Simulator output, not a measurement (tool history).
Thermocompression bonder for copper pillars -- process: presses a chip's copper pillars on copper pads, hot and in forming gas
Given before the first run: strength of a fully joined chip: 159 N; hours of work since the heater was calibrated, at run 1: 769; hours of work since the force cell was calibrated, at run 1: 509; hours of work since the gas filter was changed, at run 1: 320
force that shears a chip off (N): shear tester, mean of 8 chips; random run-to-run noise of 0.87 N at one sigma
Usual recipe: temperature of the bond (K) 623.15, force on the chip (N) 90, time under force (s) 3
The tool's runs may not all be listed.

run,hour,temperature of the bond (K),force on the chip (N),time under force (s),hours of work since the heater was calibrated,hours of work since the force cell was calibrated,hours of work since the gas filter was changed,force that shears a chip off (N)
1,0,623.15,90,3,769,509,320,70.5
2,8,623.15,90,3,776,515,326,69.3
3,24.9,623.15,90,3,788,527,339,71.3
4,32.9,623.15,90,3,794,534,345,72.2
5,48.5,623.15,112,3,806,545,357,85.5
6,63.1,623.15,112,3,817,556,368,84.4
7,77.8,623.15,112,3,828,568,379,86
8,92.8,642.15,90,3,840,579,390,80.1
9,108.2,642.15,90,3,852,591,402,80.8
10,126.9,623.15,57,3,866,605,416,44.1
11,135.6,623.15,57,3,872,611,423,43.2
12,152.1,623.15,57,3,885,624,435,44.3
13,164.4,623.15,90,5,894,633,445,83.2
14,181.2,623.15,59,5,907,646,457,57.1
15,199.2,623.15,59,5,920,660,471,56.1
16,217.6,623.15,59,5,934,674,485,56.8
17,225.5,623.15,59,5,940,680,491,56.5
# hour 228.7: forming gas filter changed
18,242.9,623.15,59,5,953,692,11,57.1
19,260.4,623.15,59,5,967,706,24,56.1
20,273.4,623.15,90,3,976,715,34,72.2

Run 21, settings as shown, results not yet in. Your forecast:
21,283.9,623.15,115,3,984,723,42,?

force that shears a chip off (N): 86.8
If the tool had no hidden condition, the same run with the same run-to-run variation would have returned force that shears a chip off (N) 87.2.

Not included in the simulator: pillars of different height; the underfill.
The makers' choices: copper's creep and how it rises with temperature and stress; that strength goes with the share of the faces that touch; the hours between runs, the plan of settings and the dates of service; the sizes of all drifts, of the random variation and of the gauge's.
